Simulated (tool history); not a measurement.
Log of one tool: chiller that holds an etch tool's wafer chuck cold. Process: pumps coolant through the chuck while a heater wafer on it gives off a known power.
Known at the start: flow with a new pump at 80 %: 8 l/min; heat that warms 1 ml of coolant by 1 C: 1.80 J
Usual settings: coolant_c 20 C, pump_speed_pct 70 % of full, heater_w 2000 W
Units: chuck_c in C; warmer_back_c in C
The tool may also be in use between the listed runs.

run   hour  coolant_c  pump_speed_pct  heater_w  chuck_c  warmer_back_c
  1      0         20              70      2000     38.2           9.66
  2     57         20              70      2000       38           9.74
  3   84.7         20              70      2000     38.1           9.74
  4    126         20              70      2000     38.1           9.62
     132.2  -- chiller's thermometer calibrated
  5  164.6         16              70      2000     33.7           9.75
  6  211.6         20              70      2000       38           9.75
  7  255.3         18              70      2000     35.9           9.75
  8  300.3         18              70      2000     36.1            9.7
  9  338.3         20              94      1414     29.7           5.05
 10  368.7         20              70      1905     37.1           9.31

Run 11 comes next. What will it give?
 11  400.8         22              93      2650        ?              ?

Run 11 gave chuck_c 40.8 C, warmer_back_c 9.61 C.
Without the tool's hidden state the same run would have given chuck_c 40.2 C, warmer_back_c 9.45 C.
